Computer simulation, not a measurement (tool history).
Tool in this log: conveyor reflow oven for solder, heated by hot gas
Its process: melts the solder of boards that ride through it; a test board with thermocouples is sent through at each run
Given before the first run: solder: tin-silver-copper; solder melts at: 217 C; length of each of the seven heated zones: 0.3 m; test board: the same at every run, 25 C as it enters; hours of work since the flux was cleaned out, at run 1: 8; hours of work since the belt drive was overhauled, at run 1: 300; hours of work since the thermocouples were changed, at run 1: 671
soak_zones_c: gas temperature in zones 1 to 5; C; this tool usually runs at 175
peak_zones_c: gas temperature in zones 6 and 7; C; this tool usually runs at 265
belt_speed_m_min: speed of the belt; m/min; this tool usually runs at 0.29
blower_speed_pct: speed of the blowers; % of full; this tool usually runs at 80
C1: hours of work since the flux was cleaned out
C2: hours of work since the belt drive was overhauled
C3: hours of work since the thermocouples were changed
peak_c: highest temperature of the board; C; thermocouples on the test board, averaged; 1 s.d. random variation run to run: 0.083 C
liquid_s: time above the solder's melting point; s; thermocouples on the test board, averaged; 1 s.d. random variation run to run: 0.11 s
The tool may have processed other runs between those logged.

Run 1, day 0: usual settings; C1 8; C2 300; C3 671. Result: peak_c 251.98 C, liquid_s 94.9 s.
Run 2, day 0.979: usual settings; C1 21; C2 314; C3 685. Result: peak_c 251.9 C, liquid_s 94.7 s.
Run 3, day 2.096: usual settings but blower_speed_pct 65 % of full; C1 36; C2 329; C3 700. Result: peak_c 249 C, liquid_s 89.6 s.
Run 4, day 3.988: usual settings but blower_speed_pct 65 % of full; C1 62; C2 354; C3 725. Result: peak_c 248.7 C, liquid_s 89.4 s.
Run 5, day 5.746: usual settings but blower_speed_pct 65 % of full; C1 85; C2 378; C3 749. Result: peak_c 248.51 C, liquid_s 89.1 s.
Run 6, day 6.917: usual settings; C1 101; C2 394; C3 765. Result: peak_c 251.19 C, liquid_s 93.9 s.
Run 7, day 8.058: usual settings; C1 117; C2 409; C3 780. Result: peak_c 251.08 C, liquid_s 93.5 s.
Run 8, day 8.896: usual settings; C1 128; C2 420; C3 792. Result: peak_c 251.06 C, liquid_s 93.6 s.
Run 9, day 9.9: usual settings; C1 142; C2 434; C3 805. Result: peak_c 250.98 C, liquid_s 93.4 s.
At day 10.75: flux residue cleaned out of gas plates and filters.
Run 10, day 11.017: usual settings; C1 4; C2 446; C3 817. Result: peak_c 252.19 C, liquid_s 95.7 s.
Run 11, day 12.742: usual settings but belt_speed_m_min 0.253 m/min; C1 27; C2 470; C3 841. Result: peak_c 255.57 C, liquid_s 115.4 s.
Run 12, day 14.433: usual settings but belt_speed_m_min 0.253 m/min; C1 50; C2 492; C3 864. Result: peak_c 255.41 C, liquid_s 115 s.
Run 13, day 15.438: usual settings but belt_speed_m_min 0.253 m/min; C1 63; C2 506; C3 877. Result: peak_c 255.21 C, liquid_s 115.1 s.
Run 14, day 16.754: usual settings; C1 81; C2 524; C3 895. Result: peak_c 251.58 C, liquid_s 94.9 s.
Run 15, day 18.575: usual settings; C1 106; C2 548; C3 919. Result: peak_c 251.49 C, liquid_s 94.5 s.
At day 18.904: belt drive overhauled, speed set with a stopwatch.
Run 16, day 20.479: usual settings but belt_speed_m_min 0.254 m/min, blower_speed_pct 66 % of full; C1 129; C2 21; C3 943. Result: peak_c 252.81 C, liquid_s 111.4 s.
Run 17, day 21.483: usual settings but belt_speed_m_min 0.254 m/min, blower_speed_pct 66 % of full; C1 143; C2 35; C3 957. Result: peak_c 252.9 C, liquid_s 111.5 s.
At day 22.238: flux residue cleaned out of gas plates and filters.
Run 18, day 22.579: usual settings but belt_speed_m_min 0.239 m/min, blower_speed_pct 71 % of full; C1 5; C2 47; C3 969. Result: peak_c 256.17 C, liquid_s 124.6 s.
Run 19, day 24.467: usual settings but belt_speed_m_min 0.239 m/min, blower_speed_pct 71 % of full; C1 30; C2 72; C3 994. Result: peak_c 255.82 C, liquid_s 124.5 s.
Run 20, day 26.267: usual settings but belt_speed_m_min 0.295 m/min; C1 54; C2 97; C3 1018. Result: peak_c 251.71 C, liquid_s 94.2 s.
At day 26.625: belt drive overhauled, speed set with a stopwatch, once more.
Run 21, day 28.342: usual settings but peak_zones_c 275 C, belt_speed_m_min 0.25 m/min; C1 80; C2 23; C3 1044. Result: peak_c 264.42 C, liquid_s 123.5 s.
Run 22, day 29.825: usual settings but soak_zones_c 164 C, peak_zones_c 275 C, belt_speed_m_min 0.25 m/min, blower_speed_pct 56 % of full; C1 100; C2 43; C3 1064. Result: peak_c 257.89 C, liquid_s 108.6 s.
Run 23, day 31.167: usual settings but soak_zones_c 164 C, peak_zones_c 275 C, belt_speed_m_min 0.25 m/min, blower_speed_pct 56 % of full; C1 118; C2 61; C3 1082. Result: peak_c 257.89 C, liquid_s 108.7 s.
Run 24, day 32.779: usual settings but soak_zones_c 183 C, belt_speed_m_min 0.268 m/min; C1 140; C2 83; C3 1104. Result: peak_c 254.32 C, liquid_s 110.2 s.
At day 33.729: flux residue cleaned out of gas plates and filters.
Run 25, day 34.325: usual settings but soak_zones_c 183 C, peak_zones_c 270 C, belt_speed_m_min 0.268 m/min, blower_speed_pct 61 % of full; C1 8; C2 101; C3 1122. Result: peak_c 256.57 C, liquid_s 111.7 s.
Run 26, day 35.225: usual settings but soak_zones_c 183 C, peak_zones_c 270 C, belt_speed_m_min 0.268 m/min, blower_speed_pct 61 % of full; C1 20; C2 113; C3 1134. Result: peak_c 256.19 C, liquid_s 111.6 s.
Run 27, day 36.625: usual settings but soak_zones_c 178 C, peak_zones_c 272 C; C1 39; C2 132; C3 1153. Result: peak_c 258.46 C, liquid_s 102.2 s.
Run 28, day 37.971: usual settings but soak_zones_c 172 C, peak_zones_c 270 C, belt_speed_m_min 0.288 m/min, blower_speed_pct 76 % of full; C1 57; C2 151; C3 1171. Result: peak_c 255.15 C, liquid_s 95.9 s.
At day 39.088: thermocouples of zones 6 and 7 changed.
Run 29, day 39.204: usual settings but soak_zones_c 172 C, peak_zones_c 270 C, belt_speed_m_min 0.298 m/min, blower_speed_pct 76 % of full; C1 73; C2 166; C3 2. Result: peak_c 253.03 C, liquid_s 90.1 s.
Run 30, day 40.942: usual settings but peak_zones_c 255 C; C1 96; C2 189; C3 25. Result: peak_c 241.82 C, liquid_s 80.6 s.

4 ways to go on from here, each from the tool as it stands after run 30. What would each give?
Run A, day 42.171: usual settings but soak_zones_c 162 C, peak_zones_c 253 C, belt_speed_m_min 0.322 m/min; C1 113; C2 206; C3 42. Result: peak_c ?, liquid_s ?.
Run B, day 42.171: usual settings but peak_zones_c 255 C, belt_speed_m_min 0.334 m/min; C1 113; C2 206; C3 42. Result: peak_c ?, liquid_s ?.
Run C, day 42.171: usual settings but soak_zones_c 176 C, peak_zones_c 255 C; C1 113; C2 206; C3 42. Result: peak_c ?, liquid_s ?.
Run D, day 42.171: usual settings but soak_zones_c 161 C, peak_zones_c 279 C, blower_speed_pct 79 % of full; C1 113; C2 206; C3 42. Result: peak_c ?, liquid_s ?.

run  peak_c  liquid_s
  A  234.47        52
  B  237.56      61.1
  C  241.97      81.6
  D  260.17      94.8
The same runs, with their run-to-run variation unchanged, on a tool lacking any hidden condition would have given:
run  peak_c  liquid_s
  A  235.88      55.1
  B  238.87      63.6
  C  243.08      83.6
  D  261.68      96.1
